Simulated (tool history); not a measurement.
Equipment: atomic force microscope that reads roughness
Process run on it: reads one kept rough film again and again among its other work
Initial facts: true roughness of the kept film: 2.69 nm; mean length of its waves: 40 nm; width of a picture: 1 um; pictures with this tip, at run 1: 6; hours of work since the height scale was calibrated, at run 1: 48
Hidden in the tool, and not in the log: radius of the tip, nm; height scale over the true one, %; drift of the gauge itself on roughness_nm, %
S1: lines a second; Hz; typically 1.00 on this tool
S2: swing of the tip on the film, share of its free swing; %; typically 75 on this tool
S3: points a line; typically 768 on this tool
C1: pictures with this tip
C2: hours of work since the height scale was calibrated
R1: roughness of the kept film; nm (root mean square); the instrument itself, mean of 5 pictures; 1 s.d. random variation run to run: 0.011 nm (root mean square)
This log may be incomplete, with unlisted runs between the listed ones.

run   hour    S1  S2    S3   C1   C2     R1
  1    0.0  1.00  75   768    6   48  2.478
  2   11.0  1.00  75   768   24   54  2.488
  3   18.8  1.00  75   768   36   57  2.474
  4   30.2  1.00  75   768   55   63  2.474
  5   38.6  1.00  75   768   68   67  2.478
  6   55.8  1.00  75   768   96   75  2.517
  7   72.3  1.00  75   768  123   83  2.489
  8   83.1  1.00  75   768  141   88  2.479
  9   97.8  3.22  75   768  164   95  2.269
 10  109.5  1.05  75   768  183  100  2.460
 11  123.1  1.05  75   265  205  107  2.468
 12  134.2  1.05  75   265  223  112  2.463
 13  148.6  1.00  75   768  247  119  2.524
 14  157.6  1.00  75   768  261  123  2.507
 15  166.1  1.00  75   289  275  127  2.470
 16  175.6  3.45  75   289  290  132  2.249
 17  185.4  3.45  75   289  306  137  2.262
 18  197.5  3.45  75   566  326  142  2.235
     203.7  -- new tip fitted
 19  213.6  1.00  86   768   16  150  2.416
 20  226.2  1.00  86   768   37  156  2.415
 21  235.9  1.00  86   768   52  160  2.401
 22  253.8  1.00  73   768   81  169  2.495
 23  263.3  1.00  75   567   97  173  2.495
 24  279.3  1.63  75   768  122  181  2.448
 25  295.9  1.63  75   768  149  189  2.433
 26  313.7  1.00  75   768  178  198  2.480
 27  327.9  1.00  75   768  201  204  2.483
 28  340.2  2.13  58   314  221  210  2.509
 29  354.2  2.13  58   314  244  217  2.494
 30  361.8  0.71  66   768  256  220  2.539
 31  372.1  3.69  66   351  273  225  2.359
 32  381.7  3.69  66   351  288  230  2.345
 33  398.8  1.99  71   286  316  238  2.403
 34  408.0  0.59  87   644  331  242  2.486
     411.0  -- new tip fitted
 35  420.2  2.76  66   818   15  248  2.409
 36  429.4  2.76  66   818   30  252  2.408
 37  437.4  3.80  63   453   43  256  2.381
 38  454.6  1.00  75   259   71  264  2.474
 39  463.5  3.53  75   640   85  269  2.256
 40  479.3  1.01  75   768  111  276  2.476
 41  489.7  0.54  75   768  127  281  2.549
 42  504.3  0.84  75   330  151  288  2.486
 43  521.8  0.66  59   768  179  296  2.551
 44  537.3  0.66  77   768  205  304  2.535
 45  547.7  0.66  77   768  221  309  2.517
 46  564.7  0.93  71   807  249  317  2.489
 47  574.9  0.93  71   807  265  322  2.505
 48  588.2  0.93  71   355  287  328  2.490
 49  604.9  3.45  80   768  314  336  2.173
     618.3  -- new tip fitted
 50  620.7  3.22  75  1021    4  343  2.275
 51  634.9  1.40  56   775   27  350  2.548
 52  644.9  1.25  75   585   43  355  2.467
 53  652.6  1.25  75   585   55  358  2.435

Below are 3 alternative next runs, each starting from the tool's condition after run 53. Predict each:
  A  669.6  1.25  75  612  83  367   ?
  B  669.6  1.00  66  296  83  367   ?
  C  669.6  1.90  56  603  83  367   ?

run     R1
  A  2.481
  B  2.500
  C  2.537
Stripped of hidden state, with their random variation kept, the same runs would have yielded:
run     R1
  A  2.482
  B  2.501
  C  2.538

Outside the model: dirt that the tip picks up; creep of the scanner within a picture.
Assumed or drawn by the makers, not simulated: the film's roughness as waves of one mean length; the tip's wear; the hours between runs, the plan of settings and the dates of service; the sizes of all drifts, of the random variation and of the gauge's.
